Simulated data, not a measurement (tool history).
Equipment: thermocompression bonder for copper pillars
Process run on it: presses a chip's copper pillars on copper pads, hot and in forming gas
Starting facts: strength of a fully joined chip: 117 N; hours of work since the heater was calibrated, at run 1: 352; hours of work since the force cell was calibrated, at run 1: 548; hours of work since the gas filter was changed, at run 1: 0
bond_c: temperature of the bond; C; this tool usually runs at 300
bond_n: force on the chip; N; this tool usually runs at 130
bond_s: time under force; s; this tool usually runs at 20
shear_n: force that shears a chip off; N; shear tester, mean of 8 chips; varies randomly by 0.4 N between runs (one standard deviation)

run   hour  bond_c  bond_n  bond_s  hours of work since the heater was calibrated  hours of work since the force cell was calibrated  hours of work since the gas filter was changed  shear_n
  1      0     300     130      20                                            352                                                548                                               0     45.9
  2   48.6     300     192      20                                            385                                                581                                              33     56.5
  3  112.1     300     192      20                                            428                                                624                                              76       55
  4  164.8     328     192      20                                            464                                                660                                             112     74.6
  5  197.8     300     130      20                                            487                                                683                                             134     42.5
  6  238.3     300     130      20                                            514                                                710                                             162     41.9
     244.3  -- heater calibrated with a thermocouple chip
       265  -- forming gas filter changed
  7  299.8     300     130      20                                             37                                                750                                              24       44
  8  363.6     300     130      20                                             81                                                794                                              67     42.5
     371.4  -- heater calibrated with a thermocouple chip, once more
  9  421.8     300     130      17                                             34                                                832                                             105     41.1
 10  465.8     300     105      38                                             64                                                862                                             135     48.2
 11  507.7     300     191      14                                             93                                                890                                             164     46.8
     528.9  -- forming gas filter changed
 12  578.6     300     191      14                                            140                                                938                                              34     50.7
 13  619.2     300     191      48                                            168                                                966                                              61     74.3
 14  654.5     300     191      48                                            192                                                990                                              85     73.8
 15  711.6     282     111      30                                            231                                               1029                                             124     34.3
 16  774.3     310     130      10                                            273                                               1071                                             167       37
     791.9  -- forming gas filter changed
 17  828.8     305      86      44                                            310                                               1108                                              25     51.5
 18  878.9     293      86      16                                            344                                               1142                                              59       27

4 options for the next run, each taken on its own from the tool as it stands now. Forecast them:
  A  913.2     299      86      16                                            368                                               1165                                              82        ?
  B  913.2     300     171      20                                            368                                               1165                                              82        ?
  C  913.2     293      86      41                                            368                                               1165                                              82        ?
  D  913.2     328      86      16                                            368                                               1165                                              82        ?

run  shear_n
  A     30.2
  B     51.2
  C     40.5
  D     46.5
What these runs would have given with no unlogged condition in the tool:
run  shear_n
  A     31.9
  B     53.9
  C     42.7
  D     48.9
